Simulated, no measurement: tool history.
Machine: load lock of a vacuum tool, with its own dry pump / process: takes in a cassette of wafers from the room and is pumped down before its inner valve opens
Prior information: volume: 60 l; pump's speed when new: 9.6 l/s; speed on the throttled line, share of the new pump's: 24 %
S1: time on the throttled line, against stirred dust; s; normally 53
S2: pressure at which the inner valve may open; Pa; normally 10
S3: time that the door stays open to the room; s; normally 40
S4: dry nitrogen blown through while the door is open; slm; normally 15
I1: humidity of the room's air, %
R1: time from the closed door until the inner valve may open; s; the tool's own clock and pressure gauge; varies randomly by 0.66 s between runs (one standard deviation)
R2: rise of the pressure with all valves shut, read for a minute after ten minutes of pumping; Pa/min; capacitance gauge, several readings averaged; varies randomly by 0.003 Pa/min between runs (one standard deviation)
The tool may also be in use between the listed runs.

Run 1, hour 0.0: usual settings; I1 47.0. Result: R1 98.9 s, R2 0.126 Pa/min.
Run 2, hour 82.4: usual settings; I1 47.8. Result: R1 99.2 s, R2 0.128 Pa/min.
Run 3, hour 200.6: usual settings; I1 46.9. Result: R1 99.2 s, R2 0.140 Pa/min.
Run 4, hour 303.3: usual settings; I1 48.7. Result: R1 98.5 s, R2 0.140 Pa/min.
Run 5, hour 409.3: usual settings but S1 27 s; I1 45.1. Result: R1 79.4 s, R2 0.145 Pa/min.
Run 6, hour 553.8: usual settings but S1 27 s; I1 46.8. Result: R1 79.2 s, R2 0.147 Pa/min.
Run 7, hour 658.4: usual settings; I1 45.3. Result: R1 100.1 s, R2 0.150 Pa/min.
Run 8, hour 786.1: usual settings; I1 46.9. Result: R1 99.6 s, R2 0.159 Pa/min.
Run 9, hour 873.6: usual settings but S2 9 Pa; I1 47.5. Result: R1 99.7 s, R2 0.165 Pa/min.
Run 10, hour 1041.4: usual settings; I1 44.9. Result: R1 99.3 s, R2 0.168 Pa/min.
Run 11, hour 1133.1: usual settings; I1 46.5. Result: R1 100.1 s, R2 0.180 Pa/min.
Run 12, hour 1230.7: usual settings; I1 44.5. Result: R1 98.2 s, R2 0.188 Pa/min.
Run 13, hour 1358.1: usual settings; I1 45.3. Result: R1 99.5 s, R2 0.192 Pa/min.
Run 14, hour 1427.9: usual settings; I1 45.3. Result: R1 98.0 s, R2 0.199 Pa/min.
Run 15, hour 1597.0: usual settings; I1 47.2. Result: R1 99.5 s, R2 0.201 Pa/min.
Run 16, hour 1714.3: usual settings but S3 33 s; I1 46.1. Result: R1 99.8 s, R2 0.207 Pa/min.
Run 17, hour 1846.3: usual settings but S3 33 s; I1 43.7. Result: R1 100.4 s, R2 0.218 Pa/min.
Run 18, hour 1995.9: usual settings but S3 33 s; I1 45.3. Result: R1 100.6 s, R2 0.224 Pa/min.
Run 19, hour 2129.1: usual settings but S3 70 s; I1 45.2. Result: R1 99.1 s, R2 0.255 Pa/min.
Run 20, hour 2240.3: usual settings but S3 70 s; I1 48.0. Result: R1 99.7 s, R2 0.257 Pa/min.
Run 21, hour 2384.0: usual settings but S1 62 s, S3 175 s, S4 13 slm; I1 46.1. Result: R1 106.8 s, R2 0.300 Pa/min.
Run 22, hour 2544.0: usual settings but S1 34 s, S2 9 Pa, S3 175 s, S4 42 slm; I1 44.0. Result: R1 86.4 s, R2 0.277 Pa/min.
Run 23, hour 2637.1: usual settings but S3 123 s, S4 5 slm; I1 43.9. Result: R1 100.6 s, R2 0.313 Pa/min.
Run 24, hour 2777.7: usual settings but S3 123 s, S4 5 slm; I1 45.2. Result: R1 99.9 s, R2 0.318 Pa/min.
Run 25, hour 2876.4: usual settings but S3 123 s, S4 5 slm; I1 47.9. Result: R1 100.2 s, R2 0.334 Pa/min.
Run 26, hour 3022.4: usual settings but S1 37 s, S2 8 Pa; I1 41.3. Result: R1 89.3 s, R2 0.287 Pa/min.
Run 27, hour 3136.9: usual settings but S1 37 s, S2 8 Pa; I1 46.5. Result: R1 89.7 s, R2 0.304 Pa/min.
Run 28, hour 3212.2: usual settings but S1 37 s, S2 8 Pa; I1 46.0. Result: R1 89.9 s, R2 0.311 Pa/min.
Run 29, hour 3344.0: usual settings but S1 47 s, S2 7 Pa; I1 45.1. Result: R1 98.7 s, R2 0.317 Pa/min.
Run 30, hour 3424.2: usual settings but S4 40 slm; I1 43.7. Result: R1 100.5 s, R2 0.315 Pa/min.
Run 31, hour 3522.8: usual settings but S4 40 slm; I1 47.3. Result: R1 99.1 s, R2 0.324 Pa/min.
Run 32, hour 3660.9: usual settings but S4 40 slm; I1 47.0. Result: R1 100.4 s, R2 0.332 Pa/min.
Run 33, hour 3807.3: usual settings but S3 72 s; I1 45.2. Result: R1 101.4 s, R2 0.372 Pa/min.
Run 34, hour 3888.9: usual settings but S3 59 s; I1 46.4. Result: R1 100.7 s, R2 0.375 Pa/min.
Run 35, hour 3993.1: usual settings but S2 12 Pa, S3 59 s, S4 30 slm; I1 44.5. Result: R1 98.5 s, R2 0.368 Pa/min.
At hour 4069.9: door's seal changed, seat wiped.
Run 36, hour 4140.8: usual settings but S1 60 s, S2 12 Pa, S3 59 s, S4 13 slm; I1 44.8. Result: R1 105.0 s, R2 0.054 Pa/min.

Branching from run 36: 4 alternative next runs. What would each branch give?
Run A, hour 4280.2: usual settings but S1 60 s, S2 12 Pa, S3 32 s, S4 13 slm; I1 46.1. Result: R1 ?, R2 ?.
Run B, hour 4280.2: usual settings but S1 32 s, S3 112 s, S4 26 slm; I1 43.8. Result: R1 ?, R2 ?.
Run C, hour 4280.2: usual settings but S3 173 s; I1 46.5. Result: R1 ?, R2 ?.
Run D, hour 4280.2: usual settings but S1 62 s, S3 53 s; I1 43.0. Result: R1 ?, R2 ?.

run     R1     R2
  A  103.5  0.048
  B   84.7  0.060
  C  100.5  0.090
  D  106.7  0.054
Stripped of hidden state, with their random variation kept, the same runs would have yielded:
run     R1     R2
  A  101.5  0.046
  B   82.4  0.057
  C   98.4  0.087
  D  104.7  0.051

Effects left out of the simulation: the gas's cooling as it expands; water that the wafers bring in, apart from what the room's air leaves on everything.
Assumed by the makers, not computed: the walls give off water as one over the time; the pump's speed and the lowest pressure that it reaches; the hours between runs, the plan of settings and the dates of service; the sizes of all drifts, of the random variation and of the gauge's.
